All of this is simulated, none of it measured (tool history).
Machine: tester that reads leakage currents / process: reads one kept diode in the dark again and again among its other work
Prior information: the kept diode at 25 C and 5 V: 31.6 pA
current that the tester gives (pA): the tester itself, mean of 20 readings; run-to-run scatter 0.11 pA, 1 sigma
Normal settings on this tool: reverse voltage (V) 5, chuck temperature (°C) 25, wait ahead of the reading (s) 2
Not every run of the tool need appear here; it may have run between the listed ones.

run   hour  reverse voltage (V)  chuck temperature (°C)  wait ahead of the reading (s)  current that the tester gives (pA)
  1      0                    5                      25                              2                                34.6
  2   51.8                    5                      25                              2                               34.98
  3  146.9                    5                      25                              2                               34.87
  4  210.6                    5                      25                           0.33                               38.38
  5  272.1                 1.73                      25                           0.33                               20.88
  6  376.6                 1.73                      25                           0.33                               20.99
  7  428.1                 1.73                      25                           0.33                               20.91
  8  506.8                 1.73                      25                           0.33                               21.04
  9  612.6                 1.73                      25                           0.33                               20.99
 10  706.3                 1.73                      25                           0.33                               21.08
 11  808.4                    5                      59                           2.64                              301.37

Forecast run 12:
 12  861.5                    5                      33                           0.63                                   ?

Run 12 gave current that the tester gives (pA) 61.92.
With the hidden condition absent and the run-to-run variation left alone, this run would have shown current that the tester gives (pA) 58.06.
